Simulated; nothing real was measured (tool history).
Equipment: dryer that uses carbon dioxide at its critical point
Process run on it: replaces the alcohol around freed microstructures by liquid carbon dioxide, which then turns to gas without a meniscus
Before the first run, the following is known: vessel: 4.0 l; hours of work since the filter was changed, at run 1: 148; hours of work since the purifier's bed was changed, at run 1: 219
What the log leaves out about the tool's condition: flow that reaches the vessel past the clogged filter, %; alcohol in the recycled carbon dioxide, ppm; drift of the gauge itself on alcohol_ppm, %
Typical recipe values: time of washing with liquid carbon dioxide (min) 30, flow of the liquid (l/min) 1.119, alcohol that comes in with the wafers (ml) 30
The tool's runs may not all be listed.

run   hour  time of washing with liquid carbon dioxide (min)  flow of the liquid (l/min)  alcohol that comes in with the wafers (ml)  hours of work since the filter was changed  hours of work since the purifier's bed was changed  alcohol left in the vessel before it's heated (ppm by volume)
  1      0                                                30                       1.119                                          30                                         148                                                 219                                                             33
  2   14.7                                                30                       1.119                                          30                                         154                                                 224                                                             43
  3   36.2                                                30                       1.119                                          30                                         161                                                 231                                                             34
  4   55.2                                                30                       1.119                                          30                                         168                                                 238                                                             44
  5   78.9                                                30                       1.119                                          30                                         176                                                 247                                                             46
  6  105.3                                                30                       1.119                                          30                                         186                                                 256                                                             45
  7  116.8                                                30                       1.119                                          30                                         190                                                 260                                                             46
  8  142.4                                                30                       1.119                                          30                                         199                                                 269                                                             48
  9  157.8                                                30                       1.119                                          30                                         204                                                 274                                                             48
 10  178.3                                                30                       1.119                                          30                                         211                                                 282                                                             48
 11  204.4                                                30                       1.119                                          30                                         221                                                 291                                                             55
 12  227.5                                                30                       1.119                                          30                                         229                                                 299                                                             54
 13  252.8                                                30                        1.35                                          30                                         238                                                 308                                                             43
 14  273.6                                                30                        1.35                                          30                                         245                                                 315                                                             49
 15  297.1                                                30                        1.35                                          30                                         253                                                 324                                                             53

Forecast run 16:
 16  319.5                                                20                       1.119                                          99                                         261                                                 332                                                              ?

alcohol left in the vessel before it's heated (ppm by volume): 367
Minus the tool's unlogged condition, the same run would have read alcohol left in the vessel before it's heated (ppm by volume) 265.

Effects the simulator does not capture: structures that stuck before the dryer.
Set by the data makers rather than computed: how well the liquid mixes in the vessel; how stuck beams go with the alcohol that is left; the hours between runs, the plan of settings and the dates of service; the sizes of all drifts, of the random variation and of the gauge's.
